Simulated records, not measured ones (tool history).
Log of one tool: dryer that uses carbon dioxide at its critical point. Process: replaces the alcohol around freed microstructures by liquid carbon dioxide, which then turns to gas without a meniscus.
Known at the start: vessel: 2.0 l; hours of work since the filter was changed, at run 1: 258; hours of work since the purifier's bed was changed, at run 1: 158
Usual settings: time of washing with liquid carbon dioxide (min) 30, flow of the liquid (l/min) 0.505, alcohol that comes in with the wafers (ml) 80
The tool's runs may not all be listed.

| run | day | time of washing with liquid carbon dioxide (min) | flow of the liquid (l/min) | alcohol that comes in with the wafers (ml) | hours of work since the filter was changed | hours of work since the purifier's bed was changed | alcohol left in the vessel before it's heated (ppm by volume) |
|---|---|---|---|---|---|---|---|
| 1 | 0.000 | 30 | 0.505 | 80 | 258 | 158 | 235 |
| 2 | 0.383 | 30 | 0.505 | 80 | 262 | 162 | 240 |
| 3 | 0.679 | 30 | 0.505 | 80 | 265 | 166 | 252 |
| 4 | 0.946 | 30 | 0.505 | 95 | 268 | 169 | 280 |
| 5 | 1.167 | 30 | 0.715 | 80 | 271 | 171 | 55 |
| 6 | 1.533 | 30 | 0.715 | 80 | 274 | 175 | 59 |
| 7 | 1.733 | 30 | 0.715 | 80 | 277 | 177 | 70 |
| 8 | 1.938 | 30 | 0.505 | 20 | 279 | 179 | 83 |
| 9 | 2.233 | 30 | 0.505 | 20 | 282 | 183 | 81 |
| 10 | 2.529 | 30 | 0.706 | 20 | 285 | 186 | 33 |
| 11 | 2.842 | 30 | 0.706 | 20 | 289 | 189 | 38 |
| 12 | 3.112 | 30 | 0.706 | 20 | 292 | 192 | 37 |
| 13 | 3.458 | 30 | 0.505 | 26 | 295 | 196 | 104 |
| 14 | 3.662 | 30 | 0.505 | 26 | 298 | 198 | 112 |
| 15 | 3.929 | 30 | 0.505 | 26 | 301 | 201 | 101 |
| 16 | 4.183 | 30 | 0.505 | 26 | 303 | 204 | 110 |
| 17 | 4.371 | 42 | 0.773 | 45 | 305 | 206 | 32 |
| 18 | 4.638 | 42 | 0.773 | 45 | 308 | 209 | 38 |
| 19 | 4.900 | 30 | 0.321 | 35 | 311 | 212 | 749 |
| 20 | 5.171 | 30 | 0.321 | 35 | 314 | 215 | 721 |
| 21 | 5.417 | 41 | 0.584 | 34 | 317 | 217 | 50 |
| 22 | 5.683 | 29 | 0.393 | 80 | 320 | 220 | 934 |
| 23 | 6.042 | 48 | 0.462 | 86 | 324 | 224 | 71 |
| 24 | 6.288 | 48 | 0.462 | 86 | 326 | 227 | 62 |
| 25 | 6.458 | 48 | 0.462 | 86 | 328 | 229 | 57 |
| 26 | 6.746 | 48 | 0.462 | 86 | 331 | 232 | 64 |
| 27 | 7.121 | 39 | 0.388 | 86 | 335 | 236 | 298 |
| 28 | 7.458 | 31 | 0.505 | 28 | 339 | 239 | 108 |
| 29 | 7.754 | 31 | 0.505 | 28 | 342 | 243 | 113 |
| 30 | 7.950 | 31 | 0.505 | 28 | 344 | 245 | 107 |
| 31 | 8.333 | 25 | 0.855 | 23 | 348 | 249 | 44 |

Forecast each of these 3 alternatives for the next run:
| A | 8.488 | 30 | 0.737 | 80 | 350 | 251 | ? |
| B | 8.488 | 32 | 0.505 | 80 | 350 | 251 | ? |
| C | 8.488 | 25 | 0.551 | 74 | 350 | 251 | ? |

| run | alcohol left in the vessel before it's heated (ppm by volume) |
|---|---|
| A | 62 |
| B | 197 |
| C | 379 |
Without the tool's hidden state the same runs would have given:
| run | alcohol left in the vessel before it's heated (ppm by volume) |
|---|---|
| A | 18 |
| B | 113 |
| C | 253 |

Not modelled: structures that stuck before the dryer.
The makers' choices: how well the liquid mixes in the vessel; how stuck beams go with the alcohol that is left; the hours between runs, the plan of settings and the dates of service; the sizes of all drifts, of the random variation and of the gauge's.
